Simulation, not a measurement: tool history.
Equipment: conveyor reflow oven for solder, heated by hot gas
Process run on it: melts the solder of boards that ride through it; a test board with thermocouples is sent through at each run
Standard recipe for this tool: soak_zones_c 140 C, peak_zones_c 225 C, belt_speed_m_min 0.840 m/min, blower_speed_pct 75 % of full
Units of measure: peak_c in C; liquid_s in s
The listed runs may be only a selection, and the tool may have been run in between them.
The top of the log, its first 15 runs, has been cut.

Run 16, hour 399.7: usual settings but belt_speed_m_min 0.991 m/min. Result: peak_c 201.7 C, liquid_s 22.5 s.
Run 17, hour 429.0: usual settings but soak_zones_c 149 C, peak_zones_c 219 C, belt_speed_m_min 0.786 m/min. Result: peak_c 205.7 C, liquid_s 36.2 s.
Run 18, hour 446.0: usual settings but soak_zones_c 149 C, peak_zones_c 234 C, belt_speed_m_min 0.941 m/min. Result: peak_c 212.1 C, liquid_s 33.6 s.
Run 19, hour 484.0: usual settings but soak_zones_c 155 C, peak_zones_c 232 C, blower_speed_pct 62 % of full. Result: peak_c 212.5 C, liquid_s 40.5 s.
Run 20, hour 509.9: usual settings but soak_zones_c 155 C, peak_zones_c 232 C, blower_speed_pct 62 % of full. Result: peak_c 213.8 C, liquid_s 40.1 s.
Run 21, hour 548.2: usual settings but soak_zones_c 155 C, peak_zones_c 232 C, blower_speed_pct 62 % of full. Result: peak_c 213.3 C, liquid_s 40.2 s.
Run 22, hour 576.4: usual settings but peak_zones_c 224 C. Result: peak_c 205.6 C, liquid_s 30.2 s.
Run 23, hour 606.3: usual settings but soak_zones_c 146 C, peak_zones_c 230 C, belt_speed_m_min 0.940 m/min, blower_speed_pct 84 % of full. Result: peak_c 209.3 C, liquid_s 30.1 s.
Run 24, hour 635.2: usual settings but peak_zones_c 223 C, belt_speed_m_min 0.889 m/min, blower_speed_pct 62 % of full. Result: peak_c 199.9 C, liquid_s 23.9 s.
Run 25, hour 660.9: usual settings but soak_zones_c 137 C, peak_zones_c 219 C, belt_speed_m_min 0.889 m/min, blower_speed_pct 62 % of full. Result: peak_c 196.3 C, liquid_s 19.5 s.
Run 26, hour 696.6: usual settings but soak_zones_c 150 C, blower_speed_pct 59 % of full. Result: peak_c 205.8 C, liquid_s 32.6 s.
Run 27, hour 734.9: usual settings but soak_zones_c 150 C, peak_zones_c 237 C, belt_speed_m_min 0.716 m/min, blower_speed_pct 77 % of full. Result: peak_c 222.3 C, liquid_s 51.8 s.
Run 28, hour 769.2: usual settings but soak_zones_c 150 C, peak_zones_c 239 C, belt_speed_m_min 0.744 m/min, blower_speed_pct 77 % of full. Result: peak_c 223.6 C, liquid_s 49.7 s.

Run 29, settings as shown, results not yet in. Your forecast:
Run 29, hour 805.2: usual settings but soak_zones_c 131 C. Result: peak_c ?, liquid_s ?.

Run 29 came out at peak_c 202.7 C, liquid_s 26.7 s.
The same run, on a tool lacking any hidden state, would have yielded peak_c 205.5 C, liquid_s 28.6 s.
